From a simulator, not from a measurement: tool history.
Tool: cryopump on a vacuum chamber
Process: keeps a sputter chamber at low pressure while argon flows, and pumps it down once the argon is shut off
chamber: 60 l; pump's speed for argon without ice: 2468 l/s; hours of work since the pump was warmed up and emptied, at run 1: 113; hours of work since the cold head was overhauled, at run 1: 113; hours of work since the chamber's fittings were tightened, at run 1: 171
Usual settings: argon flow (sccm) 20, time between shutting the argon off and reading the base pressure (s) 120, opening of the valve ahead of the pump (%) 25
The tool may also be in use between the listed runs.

run,hour,argon flow (sccm),time between shutting the argon off and reading the base pressure (s),opening of the valve ahead of the pump (%),hours of work since the pump was warmed up and emptied,hours of work since the cold head was overhauled,hours of work since the chamber's fittings were tightened,pressure while argon flows (Pa),pressure after the wait (uPa)
1,0.0,20,120,25,113,113,171,0.0553,0.64
2,30.4,20,120,25,136,136,194,0.0555,0.60
3,78.2,20,120,25,173,173,231,0.0556,0.64
4,122.3,31,120,25,207,207,265,0.0862,0.68
5,154.3,31,120,25,232,232,289,0.0865,0.71
6,184.9,31,120,25,255,255,313,0.0864,0.73
7,228.2,31,120,25,288,288,346,0.0873,0.76
8,271.8,31,120,25,322,322,380,0.0876,0.82
9,310.4,31,120,25,352,352,409,0.0875,0.84
10,336.8,20,120,25,372,372,430,0.0564,0.84
# hour 375.4: pump warmed up, emptied and cooled again
11,375.8,20,120,25,0,398,456,0.0549,0.82
12,423.0,20,133,25,37,434,492,0.0551,0.85
13,471.4,20,133,25,74,472,529,0.0550,0.84
14,504.7,16,87,21,99,497,555,0.0526,1.02
15,544.9,20,55,25,130,528,586,0.0557,1.32
16,566.6,9,136,35,147,545,603,0.0181,0.89
17,596.5,11,136,19,170,568,626,0.0402,0.95
18,629.9,30,149,58,196,594,651,0.0372,0.95
19,660.3,20,120,17,219,617,675,0.0820,1.05
20,703.6,20,120,17,252,650,708,0.0820,1.00
21,740.3,20,120,17,281,679,736,0.0823,1.11
22,775.9,20,120,17,308,706,764,0.0822,1.13
23,803.2,20,120,18,329,727,785,0.0780,1.15

5 ways to go on from here, each from the tool as it stands after run 23. What would each give?
A,840.6,20,29,25,358,756,813,?,?
B,840.6,38,120,54,358,756,813,?,?
C,840.6,18,120,18,358,756,813,?,?
D,840.6,36,23,25,358,756,813,?,?
E,840.6,21,173,18,358,756,813,?,?

run,pressure while argon flows (Pa),pressure after the wait (uPa)
A,0.0569,2.20
B,0.0517,1.17
C,0.0699,1.21
D,0.1020,2.59
E,0.0819,1.11
Without the tool's hidden state the same runs would have given:
run,pressure while argon flows (Pa),pressure after the wait (uPa)
A,0.0549,1.49
B,0.0480,0.46
C,0.0682,0.48
D,0.0985,1.86
E,0.0799,0.38
